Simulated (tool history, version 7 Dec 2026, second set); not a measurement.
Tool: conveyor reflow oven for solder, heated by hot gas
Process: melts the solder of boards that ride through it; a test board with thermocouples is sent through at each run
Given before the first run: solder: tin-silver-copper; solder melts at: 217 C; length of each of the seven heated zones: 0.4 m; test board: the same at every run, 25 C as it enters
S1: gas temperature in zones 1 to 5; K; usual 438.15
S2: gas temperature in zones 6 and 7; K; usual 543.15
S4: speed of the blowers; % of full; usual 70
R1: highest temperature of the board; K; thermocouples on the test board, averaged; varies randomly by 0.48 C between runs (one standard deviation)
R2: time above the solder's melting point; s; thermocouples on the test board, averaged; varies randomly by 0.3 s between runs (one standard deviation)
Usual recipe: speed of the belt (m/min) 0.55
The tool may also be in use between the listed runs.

run 1 day=0 | S1=438.15 S2=543.15 speed_of_the_belt_(m/min)=0.55 S4=70 | R1=531.95 R2=68
run 2 day=1.471 | S1=438.15 S2=543.15 speed_of_the_belt_(m/min)=0.55 S4=70 | R1=531.75 R2=68.1
run 3 day=2.65 | S1=438.15 S2=543.15 speed_of_the_belt_(m/min)=0.55 S4=70 | R1=532.55 R2=68.1
run 4 day=4.179 | S1=436.15 S2=543.15 speed_of_the_belt_(m/min)=0.55 S4=70 | R1=531.25 R2=68
run 5 day=5.117 | S1=438.15 S2=543.15 speed_of_the_belt_(m/min)=0.55 S4=69 | R1=531.15 R2=68
run 6 day=7.083 | S1=438.15 S2=543.15 speed_of_the_belt_(m/min)=0.55 S4=69 | R1=530.85 R2=67.7
run 7 day=8.012 | S1=438.15 S2=543.15 speed_of_the_belt_(m/min)=0.55 S4=69 | R1=531.15 R2=67.5
run 8 day=9.858 | S1=438.15 S2=543.15 speed_of_the_belt_(m/min)=0.55 S4=69 | R1=531.75 R2=67.8
run 9 day=10.742 | S1=438.15 S2=543.15 speed_of_the_belt_(m/min)=0.55 S4=69 | R1=531.05 R2=68.1
run 10 day=11.904 | S1=438.15 S2=543.15 speed_of_the_belt_(m/min)=0.55 S4=69 | R1=531.25 R2=68.1
run 11 day=13.588 | S1=438.15 S2=543.15 speed_of_the_belt_(m/min)=0.55 S4=69 | R1=531.45 R2=67.6
run 12 day=15.058 | S1=438.15 S2=543.15 speed_of_the_belt_(m/min)=0.55 S4=70 | R1=531.75 R2=68.2
run 13 day=16.229 | S1=438.15 S2=543.15 speed_of_the_belt_(m/min)=0.55 S4=70 | R1=531.25 R2=68.2
run 14 day=17.762 | S1=438.15 S2=543.15 speed_of_the_belt_(m/min)=0.55 S4=70 | R1=531.75 R2=68.5
run 15 day=19.842 | S1=438.15 S2=543.15 speed_of_the_belt_(m/min)=0.55 S4=87 | R1=534.65 R2=71.4
run 16 day=20.829 | S1=438.15 S2=543.15 speed_of_the_belt_(m/min)=0.55 S4=87 | R1=535.05 R2=71.2
run 17 day=22.096 | S1=438.15 S2=543.15 speed_of_the_belt_(m/min)=0.55 S4=87 | R1=534.95 R2=71.4
run 18 day=23.092 | S1=438.15 S2=543.15 speed_of_the_belt_(m/min)=0.55 S4=87 | R1=534.75 R2=71.1
run 19 day=24.1 | S1=429.15 S2=537.15 speed_of_the_belt_(m/min)=0.477 S4=69 | R1=528.25 R2=74.6
run 20 day=25.771 | S1=429.15 S2=537.15 speed_of_the_belt_(m/min)=0.477 S4=69 | R1=528.15 R2=74.4
run 21 day=27.692 | S1=429.15 S2=557.15 speed_of_the_belt_(m/min)=0.477 S4=56 | R1=543.15 R2=83.8
run 22 day=29.017 | S1=451.15 S2=545.15 speed_of_the_belt_(m/min)=0.566 S4=54 | R1=529.65 R2=68.7
run 23 day=30.104 | S1=451.15 S2=545.15 speed_of_the_belt_(m/min)=0.566 S4=54 | R1=530.25 R2=68.9
run 24 day=31.058 | S1=438.15 S2=539.15 speed_of_the_belt_(m/min)=0.596 S4=70 | R1=525.35 R2=57.8
run 25 day=32.8 | S1=448.15 S2=535.15 speed_of_the_belt_(m/min)=0.537 S4=79 | R1=526.95 R2=71.9
run 26 day=33.629 | S1=448.15 S2=535.15 speed_of_the_belt_(m/min)=0.537 S4=79 | R1=526.85 R2=71.5
run 27 day=34.75 | S1=429.15 S2=549.15 speed_of_the_belt_(m/min)=0.596 S4=67 | R1=532.25 R2=60.2
run 28 day=36.654 | S1=438.15 S2=543.15 speed_of_the_belt_(m/min)=0.496 S4=70 | R1=534.25 R2=78.5
run 29 day=37.825 | S1=445.15 S2=552.15 speed_of_the_belt_(m/min)=0.496 S4=70 | R1=543.15 R2=86.4
run 30 day=39.079 | S1=447.15 S2=546.15 speed_of_the_belt_(m/min)=0.595 S4=80 | R1=534.55 R2=68.1

Missing from the log above: 4 entries noted between runs. For each, name the pair of listed runs it sits between and say how the tool's hidden condition differs from the listed run just before to the listed run just after:
After run 7, before run 8: flux residue cleaned out of gas plates and filters (day 8.633)
  heat that the gas passes to the board, % of a clean oven's: 99.8 -> 100
After run 10, before run 11: belt drive overhauled, speed set with a stopwatch (day 12.529)
  belt's true speed, % of the reading: 99.91 -> 100
After run 14, before run 15: flux residue cleaned out of gas plates and filters (day 19.462)
  heat that the gas passes to the board, % of a clean oven's: 99.8 -> 100
After run 22, before run 23: flux residue cleaned out of gas plates and filters (day 30.079)
  heat that the gas passes to the board, % of a clean oven's: 99.8 -> 100
